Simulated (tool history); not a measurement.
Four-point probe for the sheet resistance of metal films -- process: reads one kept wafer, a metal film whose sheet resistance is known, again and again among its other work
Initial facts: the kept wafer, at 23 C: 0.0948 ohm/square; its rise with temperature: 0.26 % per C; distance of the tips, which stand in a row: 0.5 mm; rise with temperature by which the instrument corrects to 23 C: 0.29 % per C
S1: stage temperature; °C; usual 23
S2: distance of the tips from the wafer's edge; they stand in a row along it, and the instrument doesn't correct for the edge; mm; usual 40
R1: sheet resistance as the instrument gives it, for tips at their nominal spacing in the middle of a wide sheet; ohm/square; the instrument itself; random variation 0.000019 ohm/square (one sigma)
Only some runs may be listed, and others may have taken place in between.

| run | hour | S1 | S2 | R1 |
|---|---|---|---|---|
| 1 | 0.0 | 23 | 40 | 0.094819 |
| 2 | 52.8 | 23 | 40 | 0.094789 |
| 3 | 106.2 | 23 | 40 | 0.094809 |
| 4 | 139.3 | 23 | 40 | 0.094795 |
| 5 | 165.6 | 23 | 40 | 0.094780 |
| 6 | 201.9 | 23 | 40 | 0.094785 |
| 7 | 230.1 | 24 | 40 | 0.094788 |
| 8 | 255.4 | 24 | 40 | 0.094800 |
| 9 | 309.9 | 24 | 40 | 0.094804 |
| 10 | 334.8 | 24 | 40 | 0.094760 |
| 11 | 385.0 | 24 | 40 | 0.094777 |
| 12 | 425.4 | 28 | 23 | 0.094718 |
| 13 | 468.1 | 23 | 16 | 0.094861 |
| 14 | 515.1 | 24 | 29 | 0.094772 |
| 15 | 556.0 | 25 | 61 | 0.094767 |
| 16 | 608.4 | 32 | 4 | 0.095385 |

Run 17 has not been measured yet. What should we expect?
| 17 | 649.2 | 27 | 11 | ? |

{"run 17": {"R1": 0.094808}}
Take away the tool's hidden state, keep the run-to-run variation as it was, and the same run would have given R1 0.094817 ohm/square.
